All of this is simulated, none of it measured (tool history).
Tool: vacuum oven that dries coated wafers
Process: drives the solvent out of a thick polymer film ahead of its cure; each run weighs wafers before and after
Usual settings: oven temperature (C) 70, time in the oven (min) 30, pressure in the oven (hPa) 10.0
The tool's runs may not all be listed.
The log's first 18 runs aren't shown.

Run 19, hour 359.8: usual settings. Result: solvent left in the film (%) 1.051.
Run 20, hour 380.7: usual settings. Result: solvent left in the film (%) 1.061.
Run 21, hour 393.1: usual settings. Result: solvent left in the film (%) 1.066.
Run 22, hour 419.6: usual settings but oven temperature (C) 80, time in the oven (min) 29. Result: solvent left in the film (%) 0.473.
Run 23, hour 443.0: usual settings but oven temperature (C) 74, time in the oven (min) 32, pressure in the oven (hPa) 17.1. Result: solvent left in the film (%) 1.062.
Run 24, hour 469.1: usual settings but oven temperature (C) 74, time in the oven (min) 32, pressure in the oven (hPa) 17.1. Result: solvent left in the film (%) 1.083.
Run 25, hour 481.2: usual settings but oven temperature (C) 74, time in the oven (min) 32, pressure in the oven (hPa) 17.1. Result: solvent left in the film (%) 1.066.
Run 26, hour 492.4: usual settings but oven temperature (C) 73, time in the oven (min) 28, pressure in the oven (hPa) 35.2. Result: solvent left in the film (%) 2.305.
At hour 513.3: vacuum gauge cleaned of residue and calibrated.
Run 27, hour 519.5: usual settings but oven temperature (C) 58, time in the oven (min) 24, pressure in the oven (hPa) 35.2. Result: solvent left in the film (%) 6.819.
Run 28, hour 544.1: usual settings but oven temperature (C) 67, time in the oven (min) 45, pressure in the oven (hPa) 30.1. Result: solvent left in the film (%) 2.491.
Run 29, hour 563.4: usual settings but oven temperature (C) 65, time in the oven (min) 17, pressure in the oven (hPa) 30.1. Result: solvent left in the film (%) 5.020.
Run 30, hour 586.7: usual settings but oven temperature (C) 65, time in the oven (min) 17, pressure in the oven (hPa) 30.1. Result: solvent left in the film (%) 5.032.
Run 31, hour 607.9: usual settings but oven temperature (C) 65, time in the oven (min) 17, pressure in the oven (hPa) 30.1. Result: solvent left in the film (%) 5.022.
Run 32, hour 633.9: usual settings but oven temperature (C) 80, time in the oven (min) 53, pressure in the oven (hPa) 30.1. Result: solvent left in the film (%) 1.364.
Run 33, hour 659.9: usual settings but oven temperature (C) 80, time in the oven (min) 53, pressure in the oven (hPa) 30.1. Result: solvent left in the film (%) 1.356.
Run 34, hour 672.0: usual settings but oven temperature (C) 68, time in the oven (min) 23, pressure in the oven (hPa) 7.1. Result: solvent left in the film (%) 1.704.
Run 35, hour 686.9: usual settings but oven temperature (C) 63, time in the oven (min) 25, pressure in the oven (hPa) 18.3. Result: solvent left in the film (%) 3.581.
Run 36, hour 702.0: usual settings but oven temperature (C) 63, time in the oven (min) 25, pressure in the oven (hPa) 18.3. Result: solvent left in the film (%) 3.591.
Run 37, hour 722.6: usual settings but oven temperature (C) 64, time in the oven (min) 45, pressure in the oven (hPa) 28.0. Result: solvent left in the film (%) 2.857.
Run 38, hour 744.2: usual settings but oven temperature (C) 75. Result: solvent left in the film (%) 0.640.
Run 39, hour 761.3: usual settings but oven temperature (C) 75. Result: solvent left in the film (%) 0.644.
Run 40, hour 782.5: usual settings but oven temperature (C) 75. Result: solvent left in the film (%) 0.646.
Run 41, hour 794.6: usual settings but oven temperature (C) 75. Result: solvent left in the film (%) 0.637.
Run 42, hour 813.4: usual settings but oven temperature (C) 75. Result: solvent left in the film (%) 0.633.

Forecast each of these 5 alternatives for the next run:
Run A, hour 834.1: usual settings but oven temperature (C) 58, pressure in the oven (hPa) 11.5. Result: solvent left in the film (%) ?.
Run B, hour 834.1: usual settings but time in the oven (min) 22, pressure in the oven (hPa) 11.8. Result: solvent left in the film (%) ?.
Run C, hour 834.1: usual settings but oven temperature (C) 75, time in the oven (min) 29, pressure in the oven (hPa) 30.8. Result: solvent left in the film (%) ?.
Run D, hour 834.1: usual settings but oven temperature (C) 80. Result: solvent left in the film (%) ?.
Run E, hour 834.1: usual settings but oven temperature (C) 72, time in the oven (min) 53, pressure in the oven (hPa) 7.3. Result: solvent left in the film (%) ?.

run  solvent left in the film (%)
  A                         4.006
  B                         1.695
  C                         1.804
  D                         0.468
  E                         0.455
Without the tool's hidden state the same runs would have given:
run  solvent left in the film (%)
  A                         4.012
  B                         1.698
  C                         1.806
  D                         0.468
  E                         0.455
